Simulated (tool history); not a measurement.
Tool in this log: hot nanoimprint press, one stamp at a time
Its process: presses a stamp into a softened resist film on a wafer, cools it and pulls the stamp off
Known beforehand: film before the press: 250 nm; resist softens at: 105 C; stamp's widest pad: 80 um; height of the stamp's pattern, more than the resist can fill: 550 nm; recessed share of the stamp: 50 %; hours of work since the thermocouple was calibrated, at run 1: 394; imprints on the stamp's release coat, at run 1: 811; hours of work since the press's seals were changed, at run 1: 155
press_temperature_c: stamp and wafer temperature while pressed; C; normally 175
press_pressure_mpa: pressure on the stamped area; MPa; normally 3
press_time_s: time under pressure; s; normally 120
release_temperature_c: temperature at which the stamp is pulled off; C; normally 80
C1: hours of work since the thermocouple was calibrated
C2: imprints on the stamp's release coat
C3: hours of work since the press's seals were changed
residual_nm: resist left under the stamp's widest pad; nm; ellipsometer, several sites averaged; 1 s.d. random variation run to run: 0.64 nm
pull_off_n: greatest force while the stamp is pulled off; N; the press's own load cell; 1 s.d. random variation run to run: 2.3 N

{"run": 1, "hour": 0.0, "press_temperature_c": 175, "press_pressure_mpa": 3, "press_time_s": 120, "release_temperature_c": 80, "C1": 394, "C2": 811, "C3": 155, "residual_nm": 130.4, "pull_off_n": 118}
{"run": 2, "hour": 17.1, "press_temperature_c": 175, "press_pressure_mpa": 3, "press_time_s": 120, "release_temperature_c": 80, "C1": 401, "C2": 855, "C3": 162, "residual_nm": 130, "pull_off_n": 118}
{"hour": 23.2, "done": "plate thermocouple calibrated"}
{"run": 3, "hour": 29.8, "press_temperature_c": 175, "press_pressure_mpa": 3, "press_time_s": 120, "release_temperature_c": 80, "C1": 3, "C2": 879, "C3": 166, "residual_nm": 133.8, "pull_off_n": 129}
{"run": 4, "hour": 47.7, "press_temperature_c": 175, "press_pressure_mpa": 3, "press_time_s": 120, "release_temperature_c": 80, "C1": 10, "C2": 925, "C3": 173, "residual_nm": 133.3, "pull_off_n": 127}
{"run": 5, "hour": 57.9, "press_temperature_c": 175, "press_pressure_mpa": 3, "press_time_s": 120, "release_temperature_c": 80, "C1": 14, "C2": 951, "C3": 178, "residual_nm": 133, "pull_off_n": 122}
{"run": 6, "hour": 75.1, "press_temperature_c": 175, "press_pressure_mpa": 3, "press_time_s": 195, "release_temperature_c": 80, "C1": 21, "C2": 995, "C3": 185, "residual_nm": 111.7, "pull_off_n": 120}
{"hour": 82.2, "done": "plate thermocouple calibrated, once more"}
{"run": 7, "hour": 95.6, "press_temperature_c": 175, "press_pressure_mpa": 3, "press_time_s": 195, "release_temperature_c": 80, "C1": 6, "C2": 1039, "C3": 192, "residual_nm": 103.5, "pull_off_n": 121}
{"run": 8, "hour": 107.5, "press_temperature_c": 175, "press_pressure_mpa": 3, "press_time_s": 195, "release_temperature_c": 80, "C1": 10, "C2": 1069, "C3": 197, "residual_nm": 103.2, "pull_off_n": 127}
{"run": 9, "hour": 121.2, "press_temperature_c": 175, "press_pressure_mpa": 3.25, "press_time_s": 195, "release_temperature_c": 80, "C1": 16, "C2": 1104, "C3": 202, "residual_nm": 99.5, "pull_off_n": 126}
{"run": 10, "hour": 139.9, "press_temperature_c": 175, "press_pressure_mpa": 3.25, "press_time_s": 195, "release_temperature_c": 80, "C1": 24, "C2": 1152, "C3": 210, "residual_nm": 100, "pull_off_n": 126}
{"run": 11, "hour": 155.3, "press_temperature_c": 175, "press_pressure_mpa": 3.25, "press_time_s": 195, "release_temperature_c": 80, "C1": 30, "C2": 1191, "C3": 216, "residual_nm": 100.5, "pull_off_n": 126}

Run 12 has not been measured yet. What should we expect?
{"run": 12, "hour": 164.6, "press_temperature_c": 175, "press_pressure_mpa": 3.25, "press_time_s": 195, "release_temperature_c": 80, "C1": 34, "C2": 1215, "C3": 220, "residual_nm": "?", "pull_off_n": "?"}

Run 12 came out at residual_nm 100.7 nm, pull_off_n 128 N.
The same run, on a tool lacking any hidden state, would have yielded residual_nm 100.2 nm, pull_off_n 103 N.
